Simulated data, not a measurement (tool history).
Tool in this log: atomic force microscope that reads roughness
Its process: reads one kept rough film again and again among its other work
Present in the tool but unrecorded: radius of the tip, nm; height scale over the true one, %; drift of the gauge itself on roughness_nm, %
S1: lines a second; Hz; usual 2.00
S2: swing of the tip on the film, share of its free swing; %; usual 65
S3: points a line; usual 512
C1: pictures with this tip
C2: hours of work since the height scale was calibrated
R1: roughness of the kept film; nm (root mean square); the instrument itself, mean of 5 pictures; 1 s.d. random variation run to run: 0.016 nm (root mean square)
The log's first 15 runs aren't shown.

{"run": 16, "hour": 110.7, "S1": 2.0, "S2": 65, "S3": 512, "C1": 204, "C2": 121, "R1": 3.334}
{"run": 17, "hour": 118.1, "S1": 2.0, "S2": 65, "S3": 512, "C1": 213, "C2": 126, "R1": 3.296}
{"run": 18, "hour": 127.3, "S1": 2.0, "S2": 65, "S3": 512, "C1": 224, "C2": 132, "R1": 3.277}
{"run": 19, "hour": 137.5, "S1": 1.99, "S2": 65, "S3": 340, "C1": 236, "C2": 139, "R1": 3.226}
{"run": 20, "hour": 147.6, "S1": 0.54, "S2": 87, "S3": 741, "C1": 249, "C2": 146, "R1": 3.23}
{"run": 21, "hour": 157.1, "S1": 1.29, "S2": 64, "S3": 274, "C1": 260, "C2": 152, "R1": 3.221}
{"run": 22, "hour": 165.6, "S1": 2.0, "S2": 81, "S3": 391, "C1": 270, "C2": 158, "R1": 2.941}
{"run": 23, "hour": 174.5, "S1": 1.34, "S2": 58, "S3": 391, "C1": 281, "C2": 164, "R1": 3.236}
{"run": 24, "hour": 182.0, "S1": 1.34, "S2": 75, "S3": 391, "C1": 290, "C2": 169, "R1": 3.064}
{"run": 25, "hour": 190.7, "S1": 1.34, "S2": 75, "S3": 391, "C1": 300, "C2": 174, "R1": 3.056}
{"hour": 199.2, "done": "new tip fitted"}
{"run": 26, "hour": 199.2, "S1": 3.01, "S2": 63, "S3": 324, "C1": 0, "C2": 180, "R1": 3.855}
{"run": 27, "hour": 208.8, "S1": 2.0, "S2": 77, "S3": 512, "C1": 11, "C2": 186, "R1": 3.711}
{"run": 28, "hour": 215.2, "S1": 2.31, "S2": 67, "S3": 512, "C1": 19, "C2": 190, "R1": 3.824}
{"run": 29, "hour": 222.2, "S1": 0.76, "S2": 67, "S3": 607, "C1": 27, "C2": 195, "R1": 3.982}
{"run": 30, "hour": 232.3, "S1": 1.83, "S2": 75, "S3": 512, "C1": 40, "C2": 202, "R1": 3.686}

What if the next run were any one of these 5? Each begins from the tool's condition after run 30:
{"run": "A", "hour": 237.2, "S1": 0.71, "S2": 81, "S3": 512, "C1": 45, "C2": 205, "R1": "?"}
{"run": "B", "hour": 237.2, "S1": 3.08, "S2": 75, "S3": 340, "C1": 45, "C2": 205, "R1": "?"}
{"run": "C", "hour": 237.2, "S1": 3.98, "S2": 62, "S3": 467, "C1": 45, "C2": 205, "R1": "?"}
{"run": "D", "hour": 237.2, "S1": 2.0, "S2": 65, "S3": 369, "C1": 45, "C2": 205, "R1": "?"}
{"run": "E", "hour": 237.2, "S1": 1.83, "S2": 75, "S3": 617, "C1": 45, "C2": 205, "R1": "?"}

run=A R1=3.836
run=B R1=3.425
run=C R1=3.656
run=D R1=3.784
run=E R1=3.679
With no hidden state in the tool, these same runs would have given:
run=A R1=4.017
run=B R1=3.587
run=C R1=3.829
run=D R1=3.962
run=E R1=3.853
